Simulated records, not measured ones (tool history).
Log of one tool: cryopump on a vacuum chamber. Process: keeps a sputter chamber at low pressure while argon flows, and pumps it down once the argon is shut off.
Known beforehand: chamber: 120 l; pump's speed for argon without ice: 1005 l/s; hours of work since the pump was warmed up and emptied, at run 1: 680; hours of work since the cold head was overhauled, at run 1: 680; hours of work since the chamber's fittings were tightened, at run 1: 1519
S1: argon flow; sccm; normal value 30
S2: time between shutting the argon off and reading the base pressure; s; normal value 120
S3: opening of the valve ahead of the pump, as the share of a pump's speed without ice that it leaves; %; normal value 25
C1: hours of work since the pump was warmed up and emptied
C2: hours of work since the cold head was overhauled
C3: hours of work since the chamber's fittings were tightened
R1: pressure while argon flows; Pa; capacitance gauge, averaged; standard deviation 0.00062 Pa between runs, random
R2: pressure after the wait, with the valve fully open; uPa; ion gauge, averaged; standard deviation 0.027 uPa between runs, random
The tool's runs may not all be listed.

| run | hour | S1 | S2 | S3 | C1 | C2 | C3 | R1 | R2 |
|---|---|---|---|---|---|---|---|---|---|
| 1 | 0.0 | 30 | 120 | 25 | 680 | 680 | 1519 | 0.2079 | 2.07 |
| 2 | 25.9 | 30 | 120 | 25 | 694 | 694 | 1533 | 0.2100 | 2.08 |
| 3 | 58.5 | 30 | 20 | 25 | 711 | 711 | 1550 | 0.2099 | 6.45 |
| 4 | 91.4 | 30 | 120 | 25 | 729 | 729 | 1567 | 0.2097 | 2.10 |
| 5 | 123.7 | 15 | 120 | 25 | 746 | 746 | 1585 | 0.1047 | 2.05 |
| 6 | 150.6 | 15 | 166 | 25 | 760 | 760 | 1599 | 0.1051 | 1.94 |
| 7 | 182.9 | 30 | 120 | 47 | 777 | 777 | 1616 | 0.1155 | 2.17 |
| 8 | 209.7 | 30 | 120 | 47 | 791 | 791 | 1630 | 0.1167 | 2.19 |
| 9 | 240.3 | 33 | 126 | 41 | 808 | 808 | 1647 | 0.1462 | 2.18 |
| 10 | 272.1 | 33 | 126 | 41 | 825 | 825 | 1663 | 0.1458 | 2.18 |
| 11 | 289.9 | 33 | 126 | 41 | 834 | 834 | 1673 | 0.1449 | 2.14 |

3 options for the next run, each taken on its own from the tool as it stands now. Forecast them:
| A | 304.1 | 35 | 23 | 52 | 842 | 842 | 1680 | ? | ? |
| B | 304.1 | 33 | 87 | 51 | 842 | 842 | 1680 | ? | ? |
| C | 304.1 | 49 | 132 | 16 | 842 | 842 | 1680 | ? | ? |

| run | R1 | R2 |
|---|---|---|
| A | 0.1246 | 5.79 |
| B | 0.1193 | 2.47 |
| C | 0.5295 | 2.09 |
With the hidden condition removed and each run's random variation left untouched, the same runs would have given:
| run | R1 | R2 |
|---|---|---|
| A | 0.1136 | 4.77 |
| B | 0.1090 | 1.47 |
| C | 0.5142 | 1.08 |
